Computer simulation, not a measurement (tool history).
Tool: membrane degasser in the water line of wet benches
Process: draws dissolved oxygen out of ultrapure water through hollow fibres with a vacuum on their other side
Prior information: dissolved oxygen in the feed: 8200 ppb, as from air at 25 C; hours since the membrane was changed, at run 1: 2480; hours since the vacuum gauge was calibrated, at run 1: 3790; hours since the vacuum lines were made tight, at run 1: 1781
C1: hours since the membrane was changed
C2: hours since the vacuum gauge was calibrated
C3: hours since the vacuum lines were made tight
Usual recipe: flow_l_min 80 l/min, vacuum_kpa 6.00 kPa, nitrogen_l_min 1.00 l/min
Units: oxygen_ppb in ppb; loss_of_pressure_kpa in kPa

{"run": 1, "day": 0.0, "flow_l_min": 80, "vacuum_kpa": 6.0, "nitrogen_l_min": 1.0, "C1": 2480, "C2": 3790, "C3": 1781, "oxygen_ppb": 391.9, "loss_of_pressure_kpa": 26.84}
{"run": 2, "day": 3.433, "flow_l_min": 80, "vacuum_kpa": 6.0, "nitrogen_l_min": 1.0, "C1": 2563, "C2": 3873, "C3": 1863, "oxygen_ppb": 393.3, "loss_of_pressure_kpa": 27.15}
{"run": 3, "day": 7.05, "flow_l_min": 80, "vacuum_kpa": 6.0, "nitrogen_l_min": 1.0, "C1": 2650, "C2": 3960, "C3": 1950, "oxygen_ppb": 390.5, "loss_of_pressure_kpa": 27.16}
{"run": 4, "day": 9.458, "flow_l_min": 80, "vacuum_kpa": 6.0, "nitrogen_l_min": 1.16, "C1": 2707, "C2": 4017, "C3": 2008, "oxygen_ppb": 360.5, "loss_of_pressure_kpa": 27.14}
{"run": 5, "day": 14.108, "flow_l_min": 116, "vacuum_kpa": 6.0, "nitrogen_l_min": 1.16, "C1": 2819, "C2": 4129, "C3": 2119, "oxygen_ppb": 465.7, "loss_of_pressure_kpa": 39.64}
{"run": 6, "day": 16.775, "flow_l_min": 80, "vacuum_kpa": 6.0, "nitrogen_l_min": 1.0, "C1": 2883, "C2": 4193, "C3": 2183, "oxygen_ppb": 403.9, "loss_of_pressure_kpa": 27.08}
{"run": 7, "day": 20.529, "flow_l_min": 80, "vacuum_kpa": 6.0, "nitrogen_l_min": 1.0, "C1": 2973, "C2": 4283, "C3": 2273, "oxygen_ppb": 406.5, "loss_of_pressure_kpa": 27.43}
{"run": 8, "day": 24.65, "flow_l_min": 74, "vacuum_kpa": 6.0, "nitrogen_l_min": 1.0, "C1": 3072, "C2": 4382, "C3": 2372, "oxygen_ppb": 384.0, "loss_of_pressure_kpa": 25.53}
{"run": 9, "day": 29.242, "flow_l_min": 74, "vacuum_kpa": 6.0, "nitrogen_l_min": 1.0, "C1": 3182, "C2": 4492, "C3": 2483, "oxygen_ppb": 378.0, "loss_of_pressure_kpa": 25.27}
{"run": 10, "day": 33.15, "flow_l_min": 58, "vacuum_kpa": 6.0, "nitrogen_l_min": 1.0, "C1": 3276, "C2": 4586, "C3": 2576, "oxygen_ppb": 326.5, "loss_of_pressure_kpa": 19.84}
{"run": 11, "day": 37.967, "flow_l_min": 112, "vacuum_kpa": 6.0, "nitrogen_l_min": 1.0, "C1": 3392, "C2": 4702, "C3": 2692, "oxygen_ppb": 500.4, "loss_of_pressure_kpa": 38.28}
{"run": 12, "day": 42.767, "flow_l_min": 80, "vacuum_kpa": 6.0, "nitrogen_l_min": 1.0, "C1": 3507, "C2": 4817, "C3": 2807, "oxygen_ppb": 408.1, "loss_of_pressure_kpa": 27.46}
{"run": 13, "day": 47.317, "flow_l_min": 77, "vacuum_kpa": 6.0, "nitrogen_l_min": 1.0, "C1": 3616, "C2": 4926, "C3": 2916, "oxygen_ppb": 393.7, "loss_of_pressure_kpa": 26.49}
{"run": 14, "day": 50.267, "flow_l_min": 93, "vacuum_kpa": 6.0, "nitrogen_l_min": 1.0, "C1": 3687, "C2": 4997, "C3": 2987, "oxygen_ppb": 446.7, "loss_of_pressure_kpa": 32.11}
{"run": 15, "day": 54.858, "flow_l_min": 80, "vacuum_kpa": 6.0, "nitrogen_l_min": 0.99, "C1": 3797, "C2": 5107, "C3": 3097, "oxygen_ppb": 413.9, "loss_of_pressure_kpa": 27.45}
{"run": 16, "day": 59.483, "flow_l_min": 80, "vacuum_kpa": 12.56, "nitrogen_l_min": 1.0, "C1": 3908, "C2": 5218, "C3": 3208, "oxygen_ppb": 1173.4, "loss_of_pressure_kpa": 27.91}
{"run": 17, "day": 62.312, "flow_l_min": 54, "vacuum_kpa": 3.64, "nitrogen_l_min": 1.16, "C1": 3976, "C2": 5286, "C3": 3276, "oxygen_ppb": 74.1, "loss_of_pressure_kpa": 18.68}
{"run": 18, "day": 64.996, "flow_l_min": 80, "vacuum_kpa": 4.0, "nitrogen_l_min": 0.62, "C1": 4040, "C2": 5350, "C3": 3341, "oxygen_ppb": 208.1, "loss_of_pressure_kpa": 27.72}
{"run": 19, "day": 70.075, "flow_l_min": 80, "vacuum_kpa": 4.0, "nitrogen_l_min": 0.62, "C1": 4162, "C2": 5472, "C3": 3463, "oxygen_ppb": 207.1, "loss_of_pressure_kpa": 27.8}
{"run": 20, "day": 73.871, "flow_l_min": 80, "vacuum_kpa": 4.0, "nitrogen_l_min": 0.62, "C1": 4253, "C2": 5563, "C3": 3554, "oxygen_ppb": 214.3, "loss_of_pressure_kpa": 27.74}
{"run": 21, "day": 78.067, "flow_l_min": 80, "vacuum_kpa": 6.58, "nitrogen_l_min": 1.0, "C1": 4354, "C2": 5664, "C3": 3654, "oxygen_ppb": 484.5, "loss_of_pressure_kpa": 27.99}
{"run": 22, "day": 81.662, "flow_l_min": 62, "vacuum_kpa": 6.0, "nitrogen_l_min": 1.0, "C1": 4440, "C2": 5750, "C3": 3741, "oxygen_ppb": 343.9, "loss_of_pressure_kpa": 21.52}
{"run": 23, "day": 84.258, "flow_l_min": 71, "vacuum_kpa": 6.0, "nitrogen_l_min": 2.24, "C1": 4503, "C2": 5813, "C3": 3803, "oxygen_ppb": 211.2, "loss_of_pressure_kpa": 24.62}
{"run": 24, "day": 89.275, "flow_l_min": 80, "vacuum_kpa": 6.43, "nitrogen_l_min": 1.0, "C1": 4623, "C2": 5933, "C3": 3923, "oxygen_ppb": 465.6, "loss_of_pressure_kpa": 27.83}
{"run": 25, "day": 93.912, "flow_l_min": 80, "vacuum_kpa": 6.43, "nitrogen_l_min": 1.0, "C1": 4734, "C2": 6044, "C3": 4035, "oxygen_ppb": 474.9, "loss_of_pressure_kpa": 27.94}
{"run": 26, "day": 98.275, "flow_l_min": 80, "vacuum_kpa": 6.43, "nitrogen_l_min": 1.0, "C1": 4839, "C2": 6149, "C3": 4139, "oxygen_ppb": 468.9, "loss_of_pressure_kpa": 28.0}
{"run": 27, "day": 101.575, "flow_l_min": 80, "vacuum_kpa": 6.43, "nitrogen_l_min": 1.0, "C1": 4918, "C2": 6228, "C3": 4219, "oxygen_ppb": 476.3, "loss_of_pressure_kpa": 27.86}
{"run": 28, "day": 106.521, "flow_l_min": 80, "vacuum_kpa": 6.43, "nitrogen_l_min": 1.0, "C1": 5037, "C2": 6347, "C3": 4337, "oxygen_ppb": 474.9, "loss_of_pressure_kpa": 28.4}
{"run": 29, "day": 111.279, "flow_l_min": 80, "vacuum_kpa": 6.43, "nitrogen_l_min": 1.0, "C1": 5151, "C2": 6461, "C3": 4452, "oxygen_ppb": 480.9, "loss_of_pressure_kpa": 28.0}
{"day": 114.462, "done": "seals of the vacuum lines changed"}
{"run": 30, "day": 116.029, "flow_l_min": 80, "vacuum_kpa": 6.43, "nitrogen_l_min": 1.91, "C1": 5263, "C2": 6573, "C3": 38, "oxygen_ppb": 303.8, "loss_of_pressure_kpa": 28.28}
{"run": 31, "day": 120.212, "flow_l_min": 80, "vacuum_kpa": 6.0, "nitrogen_l_min": 1.05, "C1": 5364, "C2": 6674, "C3": 138, "oxygen_ppb": 413.1, "loss_of_pressure_kpa": 28.26}
{"run": 32, "day": 124.046, "flow_l_min": 77, "vacuum_kpa": 6.39, "nitrogen_l_min": 0.76, "C1": 5456, "C2": 6766, "C3": 230, "oxygen_ppb": 546.2, "loss_of_pressure_kpa": 27.34}

Here are 3 independent what-if runs from the current tool condition. What would each one return?
{"run": "A", "day": 126.1, "flow_l_min": 93, "vacuum_kpa": 6.01, "nitrogen_l_min": 2.77, "C1": 5505, "C2": 6815, "C3": 279, "oxygen_ppb": "?", "loss_of_pressure_kpa": "?"}
{"run": "B", "day": 126.1, "flow_l_min": 102, "vacuum_kpa": 6.0, "nitrogen_l_min": 1.0, "C1": 5505, "C2": 6815, "C3": 279, "oxygen_ppb": "?", "loss_of_pressure_kpa": "?"}
{"run": "C", "day": 126.1, "flow_l_min": 107, "vacuum_kpa": 8.38, "nitrogen_l_min": 0.49, "C1": 5505, "C2": 6815, "C3": 279, "oxygen_ppb": "?", "loss_of_pressure_kpa": "?"}

run=A oxygen_ppb=229.2 loss_of_pressure_kpa=32.87
run=B oxygen_ppb=493.8 loss_of_pressure_kpa=36.09
run=C oxygen_ppb=1225.0 loss_of_pressure_kpa=37.78
Had the tool no hidden state, the same runs would have come out as:
run=A oxygen_ppb=194.1 loss_of_pressure_kpa=30.30
run=B oxygen_ppb=420.7 loss_of_pressure_kpa=33.27
run=C oxygen_ppb=1125.1 loss_of_pressure_kpa=34.82
